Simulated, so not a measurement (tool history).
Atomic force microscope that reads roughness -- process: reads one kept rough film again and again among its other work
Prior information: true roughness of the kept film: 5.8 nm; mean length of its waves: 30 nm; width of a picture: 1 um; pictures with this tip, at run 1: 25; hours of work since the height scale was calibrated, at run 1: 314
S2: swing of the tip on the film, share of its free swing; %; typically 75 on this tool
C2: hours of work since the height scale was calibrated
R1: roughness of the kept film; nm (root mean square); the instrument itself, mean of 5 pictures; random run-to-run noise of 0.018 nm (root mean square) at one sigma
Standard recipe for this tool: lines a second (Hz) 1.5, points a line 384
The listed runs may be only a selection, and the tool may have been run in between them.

{"run": 1, "hour": 0.0, "lines a second (Hz)": 1.5, "S2": 75, "points a line": 384, "pictures with this tip": 25, "C2": 314, "R1": 4.046}
{"run": 2, "hour": 23.3, "lines a second (Hz)": 1.5, "S2": 75, "points a line": 384, "pictures with this tip": 68, "C2": 330, "R1": 3.722}
{"run": 3, "hour": 44.9, "lines a second (Hz)": 1.5, "S2": 75, "points a line": 670, "pictures with this tip": 109, "C2": 345, "R1": 3.49}
{"run": 4, "hour": 65.3, "lines a second (Hz)": 1.5, "S2": 75, "points a line": 670, "pictures with this tip": 146, "C2": 359, "R1": 3.266}
{"hour": 71.8, "done": "new tip fitted"}
{"run": 5, "hour": 88.9, "lines a second (Hz)": 1.5, "S2": 75, "points a line": 384, "pictures with this tip": 31, "C2": 376, "R1": 4.064}
{"run": 6, "hour": 105.6, "lines a second (Hz)": 1.5, "S2": 75, "points a line": 384, "pictures with this tip": 62, "C2": 387, "R1": 3.793}
{"hour": 108.9, "done": "height scale calibrated on a step standard"}
{"run": 7, "hour": 119.2, "lines a second (Hz)": 1.5, "S2": 75, "points a line": 384, "pictures with this tip": 86, "C2": 7, "R1": 3.651}
{"run": 8, "hour": 142.8, "lines a second (Hz)": 3.08, "S2": 68, "points a line": 384, "pictures with this tip": 129, "C2": 24, "R1": 3.37}
{"hour": 157.3, "done": "new tip fitted"}
{"run": 9, "hour": 161.5, "lines a second (Hz)": 3.08, "S2": 68, "points a line": 384, "pictures with this tip": 8, "C2": 37, "R1": 4.165}
{"run": 10, "hour": 185.9, "lines a second (Hz)": 0.9, "S2": 75, "points a line": 365, "pictures with this tip": 53, "C2": 54, "R1": 3.991}
{"run": 11, "hour": 208.9, "lines a second (Hz)": 0.9, "S2": 75, "points a line": 365, "pictures with this tip": 96, "C2": 70, "R1": 3.736}
{"run": 12, "hour": 234.6, "lines a second (Hz)": 0.9, "S2": 75, "points a line": 365, "pictures with this tip": 144, "C2": 88, "R1": 3.418}
{"hour": 240.8, "done": "new tip fitted"}
{"run": 13, "hour": 246.1, "lines a second (Hz)": 2.09, "S2": 66, "points a line": 808, "pictures with this tip": 10, "C2": 95, "R1": 4.285}

Consider 3 possible next runs. They are alternatives, not a sequence: every one starts from the tool as it was left by run 13. What does each give?
{"hour": 255.7, "done": "height scale calibrated on a step standard, once more"}
{"run": "A", "hour": 260.8, "lines a second (Hz)": 1.03, "S2": 71, "points a line": 445, "pictures with this tip": 36, "C2": 4, "R1": "?"}
{"hour": 255.7, "done": "height scale calibrated on a step standard, once more"}
{"run": "B", "hour": 260.8, "lines a second (Hz)": 0.62, "S2": 87, "points a line": 360, "pictures with this tip": 36, "C2": 4, "R1": "?"}
{"hour": 255.7, "done": "height scale calibrated on a step standard, once more"}
{"run": "C", "hour": 260.8, "lines a second (Hz)": 1.39, "S2": 60, "points a line": 834, "pictures with this tip": 36, "C2": 4, "R1": "?"}

run=A R1=4.124
run=B R1=4.045
run=C R1=4.19
Had the tool no hidden state, the same runs would have come out as:
run=A R1=4.463
run=B R1=4.377
run=C R1=4.535
